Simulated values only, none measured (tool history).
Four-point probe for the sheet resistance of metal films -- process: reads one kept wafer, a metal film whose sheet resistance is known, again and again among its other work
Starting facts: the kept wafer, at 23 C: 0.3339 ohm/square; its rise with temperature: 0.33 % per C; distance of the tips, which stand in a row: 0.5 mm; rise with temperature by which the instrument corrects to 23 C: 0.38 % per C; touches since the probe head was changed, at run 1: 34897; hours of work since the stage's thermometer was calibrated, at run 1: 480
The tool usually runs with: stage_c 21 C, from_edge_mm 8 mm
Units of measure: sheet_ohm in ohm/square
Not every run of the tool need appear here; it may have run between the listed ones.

run	hour	stage_c	from_edge_mm	touches since the probe head was changed	hours of work since the stage's thermometer was calibrated	sheet_ohm
1	0.0	21	8	34897	480	0.331044
2	27.5	21	8	35720	492	0.330981
3	50.2	28	8	36401	502	0.329866
4	62.9	28	8	36781	508	0.329777
5	79.5	28	8	37278	515	0.329708
6	102.7	29	8	37972	525	0.329635
7	130.1	34	8	38793	538	0.328702
8	161.1	21	8	39720	551	0.330890
9	179.6	21	8	40274	560	0.330649
10	209.2	21	8	41158	573	0.330705
11	230.3	21	8	41791	582	0.330406
12	259.7	21	8	42671	595	0.330516
13	279.2	31	8	43255	604	0.328882
14	308.2	31	8	44124	617	0.328916
15	330.0	31	8	44776	627	0.328927
16	351.9	31	8	45430	636	0.328979
17	379.6	31	8	46261	649	0.328693
18	395.1	31	8	46726	656	0.328865
19	425.7	31	8	47642	669	0.328798
20	445.6	22	8	48238	678	0.330129
21	462.3	23	8	48737	686	0.329932
22	479.4	21	37	49249	693	0.329538
23	499.0	30	7	49834	702	0.329070
24	514.4	30	5	50296	709	0.329785
25	533.3	30	5	50863	717	0.329773
26	551.7	21	6	51413	725	0.330710
27	573.7	20	67	52072	735	0.329539
28	602.4	27	13	52929	748	0.328735
29	631.8	27	13	53812	761	0.328482
30	647.8	29	38	54290	768	0.328203
31	667.7	24	40	54885	777	0.328759
32	687.6	24	40	55482	786	0.328764
33	713.3	21	53	56251	797	0.329182
34	740.4	21	53	57062	809	0.329142
35	771.1	28	7	57981	823	0.329038
36	791.5	23	5	58590	832	0.330589
37	813.2	23	5	59240	842	0.330492
38	841.3	20	73	60083	854	0.329091
39	863.0	23	58	60731	864	0.328667
# hour 879.0: new probe head fitted
40	885.7	23	58	199	874	0.333454
41	914.2	29	41	1053	886	0.332459
42	939.9	23	41	1822	898	0.333309
43	963.1	23	41	2518	908	0.333251
44	992.2	32	8	3388	921	0.332619

Take each entry between the runs: how does the hidden state at the last listed run before it differ from the hidden state at the first listed run after it?
Between runs 39 and 40: new probe head fitted (hour 879.0)
  inner tips' distance over the nominal, %: -1.376 -> -0.057; tips' flats over new ones', %: 71 -> 0
  measured value less the no-hidden-state value, sheet_ohm: -0.005271 -> -0.000523 ohm/square
